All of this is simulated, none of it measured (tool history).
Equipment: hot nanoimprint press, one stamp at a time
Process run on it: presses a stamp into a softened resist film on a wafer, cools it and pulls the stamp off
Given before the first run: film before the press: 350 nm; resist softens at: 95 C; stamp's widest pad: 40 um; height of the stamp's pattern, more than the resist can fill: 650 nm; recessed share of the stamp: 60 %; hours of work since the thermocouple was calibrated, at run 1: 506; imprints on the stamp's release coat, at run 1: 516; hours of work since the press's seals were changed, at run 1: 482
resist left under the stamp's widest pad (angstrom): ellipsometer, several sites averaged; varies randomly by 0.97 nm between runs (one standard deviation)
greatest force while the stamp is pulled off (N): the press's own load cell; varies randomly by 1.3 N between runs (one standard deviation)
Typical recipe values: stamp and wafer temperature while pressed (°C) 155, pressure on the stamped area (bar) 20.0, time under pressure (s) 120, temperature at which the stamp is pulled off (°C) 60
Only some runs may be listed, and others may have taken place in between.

| run | day | stamp and wafer temperature while pressed (°C) | pressure on the stamped area (bar) | time under pressure (s) | temperature at which the stamp is pulled off (°C) | hours of work since the thermocouple was calibrated | imprints on the stamp's release coat | hours of work since the press's seals were changed | resist left under the stamp's widest pad (angstrom) | greatest force while the stamp is pulled off (N) |
|---|---|---|---|---|---|---|---|---|---|---|
| 1 | 0.000 | 155 | 20.0 | 120 | 60 | 506 | 516 | 482 | 1770 | 212 |
| 2 | 0.571 | 155 | 20.0 | 120 | 60 | 514 | 547 | 490 | 1780 | 208 |
|  | 1.983 | stamp cleaned and given a new release coat |
| 3 | 2.050 | 155 | 20.0 | 120 | 60 | 530 | 4 | 506 | 1765 | 210 |
| 4 | 3.150 | 155 | 20.0 | 120 | 60 | 545 | 64 | 521 | 1763 | 210 |
| 5 | 3.812 | 155 | 20.0 | 120 | 60 | 553 | 101 | 529 | 1778 | 213 |
| 6 | 4.854 | 155 | 20.0 | 120 | 64 | 567 | 158 | 543 | 1765 | 205 |
| 7 | 5.417 | 155 | 20.0 | 120 | 64 | 575 | 189 | 551 | 1759 | 206 |
|  | 6.333 | plate thermocouple calibrated |
| 8 | 6.429 | 155 | 20.0 | 120 | 64 | 1 | 237 | 562 | 1746 | 205 |
| 9 | 7.225 | 155 | 20.0 | 120 | 64 | 12 | 281 | 573 | 1754 | 204 |
| 10 | 8.012 | 148 | 20.0 | 120 | 60 | 22 | 324 | 583 | 2235 | 209 |
| 11 | 9.038 | 148 | 20.0 | 120 | 60 | 36 | 381 | 597 | 2242 | 209 |
| 12 | 10.304 | 148 | 20.0 | 120 | 60 | 53 | 450 | 614 | 2239 | 211 |
| 13 | 11.300 | 155 | 20.0 | 124 | 60 | 66 | 505 | 627 | 1757 | 211 |
| 14 | 12.146 | 155 | 20.0 | 120 | 64 | 77 | 551 | 638 | 1757 | 204 |
|  | 13.521 | stamp cleaned and given a new release coat |
| 15 | 13.725 | 155 | 19.6 | 120 | 60 | 95 | 11 | 656 | 1775 | 211 |
| 16 | 14.317 | 165 | 20.0 | 120 | 60 | 103 | 44 | 664 | 1227 | 211 |
| 17 | 15.133 | 165 | 20.0 | 120 | 60 | 114 | 89 | 675 | 1236 | 211 |
| 18 | 16.021 | 155 | 12.1 | 120 | 58 | 125 | 137 | 687 | 2157 | 214 |
| 19 | 16.596 | 160 | 20.0 | 117 | 60 | 133 | 169 | 694 | 1480 | 210 |
| 20 | 17.708 | 160 | 20.0 | 117 | 54 | 148 | 230 | 709 | 1469 | 221 |
| 21 | 18.704 | 155 | 13.6 | 117 | 60 | 161 | 285 | 722 | 2045 | 212 |
| 22 | 20.008 | 155 | 19.0 | 96 | 58 | 178 | 356 | 739 | 1930 | 213 |
| 23 | 20.850 | 155 | 28.8 | 151 | 54 | 190 | 402 | 751 | 1371 | 220 |
| 24 | 21.525 | 155 | 19.7 | 77 | 60 | 199 | 439 | 760 | 2056 | 210 |
| 25 | 22.658 | 155 | 20.0 | 104 | 54 | 214 | 502 | 775 | 1841 | 222 |
| 26 | 23.221 | 152 | 25.1 | 200 | 56 | 221 | 533 | 782 | 1485 | 219 |
| 27 | 23.854 | 155 | 15.2 | 140 | 60 | 229 | 567 | 791 | 1863 | 209 |
| 28 | 24.525 | 155 | 15.2 | 140 | 60 | 238 | 604 | 799 | 1874 | 210 |

Predict the results of run 29:
|  | 24.892 | stamp cleaned and given a new release coat |
| 29 | 25.479 | 155 | 20.3 | 120 | 59 | 248 | 32 | 809 | ? | ? |

{"run 29": {"resist left under the stamp's widest pad (angstrom)": 1748, "greatest force while the stamp is pulled off (N)": 215}}
Take away the tool's hidden state, keep the run-to-run variation as it was, and the same run would have given resist left under the stamp's widest pad (angstrom) 1745, greatest force while the stamp is pulled off (N) 215.

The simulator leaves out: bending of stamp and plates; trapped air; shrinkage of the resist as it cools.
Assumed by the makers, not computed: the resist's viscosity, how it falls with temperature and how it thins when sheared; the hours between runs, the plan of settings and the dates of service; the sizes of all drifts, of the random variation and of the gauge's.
